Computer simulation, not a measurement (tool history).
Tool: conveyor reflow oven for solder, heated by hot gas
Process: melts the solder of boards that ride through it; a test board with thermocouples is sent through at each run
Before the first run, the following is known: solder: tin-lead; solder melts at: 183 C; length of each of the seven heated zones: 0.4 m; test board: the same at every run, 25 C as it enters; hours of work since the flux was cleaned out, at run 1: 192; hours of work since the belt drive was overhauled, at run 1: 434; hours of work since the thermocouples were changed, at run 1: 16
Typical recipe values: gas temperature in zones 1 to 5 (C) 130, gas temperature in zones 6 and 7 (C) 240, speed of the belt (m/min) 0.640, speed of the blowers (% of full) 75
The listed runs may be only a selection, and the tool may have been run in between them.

run   hour  gas temperature in zones 1 to 5 (C)  gas temperature in zones 6 and 7 (C)  speed of the belt (m/min)  speed of the blowers (% of full)  hours of work since the flux was cleaned out  hours of work since the belt drive was overhauled  hours of work since the thermocouples were changed  highest temperature of the board (C)  time above the solder's melting point (s)
  1    0.0                                  130                                   240                      0.640                                75                                           192                                                434                                                  16                                 226.9                                       61.6
  2   13.4                                  135                                   240                      0.640                                75                                           203                                                444                                                  26                                 228.0                                       63.2
  3   36.6                                  130                                   234                      0.640                                75                                           221                                                463                                                  45                                 221.5                                       58.0
  4   51.9                                  130                                   234                      0.640                                75                                           233                                                475                                                  57                                 220.9                                       58.0
  5   77.3                                  130                                   240                      0.640                                71                                           254                                                495                                                  78                                 225.5                                       60.5
  6   93.4                                  130                                   240                      0.640                                71                                           267                                                508                                                  90                                 226.1                                       60.4
  7  119.7                                  130                                   252                      0.640                                71                                           288                                                529                                                 112                                 236.4                                       66.5
  8  143.7                                  130                                   252                      0.640                                71                                           307                                                548                                                 131                                 236.3                                       66.6
     150.7  -- flux residue cleaned out of gas plates and filters
  9  168.5                                  130                                   252                      0.732                                71                                            14                                                564                                                 147                                 233.1                                       56.3
 10  181.2                                  130                                   240                      0.640                                75                                            24                                                574                                                 157                                 227.6                                       62.2
 11  201.6                                  130                                   240                      0.640                                75                                            41                                                591                                                 173                                 227.6                                       61.7
 12  219.4                                  130                                   240                      0.640                                75                                            55                                                605                                                 187                                 227.3                                       62.1
 13  242.6                                  130                                   240                      0.640                                75                                            74                                                624                                                 206                                 227.4                                       62.3
 14  255.3                                  130                                   240                      0.640                                75                                            84                                                634                                                 216                                 227.0                                       61.6
 15  276.5                                  130                                   240                      0.640                                75                                           101                                                651                                                 233                                 227.2                                       61.9
 16  294.1                                  130                                   242                      0.640                                89                                           115                                                665                                                 247                                 232.1                                       64.3
 17  316.3                                  130                                   240                      0.640                                54                                           132                                                683                                                 265                                 220.5                                       56.8
 18  332.1                                  130                                   237                      0.690                                54                                           145                                                695                                                 277                                 214.8                                       47.8
 19  343.2                                  141                                   237                      0.630                                75                                           154                                                704                                                 286                                 226.1                                       65.5
 20  360.3                                  139                                   249                      0.640                                75                                           168                                                718                                                 300                                 236.3                                       69.4
 21  385.3                                  130                                   240                      0.637                                75                                           188                                                738                                                 320                                 226.2                                       61.8

What does the tool deliver on the next run?
 22  408.7                                  143                                   240                      0.637                                75                                           206                                                756                                                 339                                     ?                                          ?

{"run 22": {"highest temperature of the board (C)": 228.3, "time above the solder's melting point (s)": 66.7}}
Had the tool carried no hidden state, the very same run would have given highest temperature of the board (C) 229.3, time above the solder's melting point (s) 66.4.
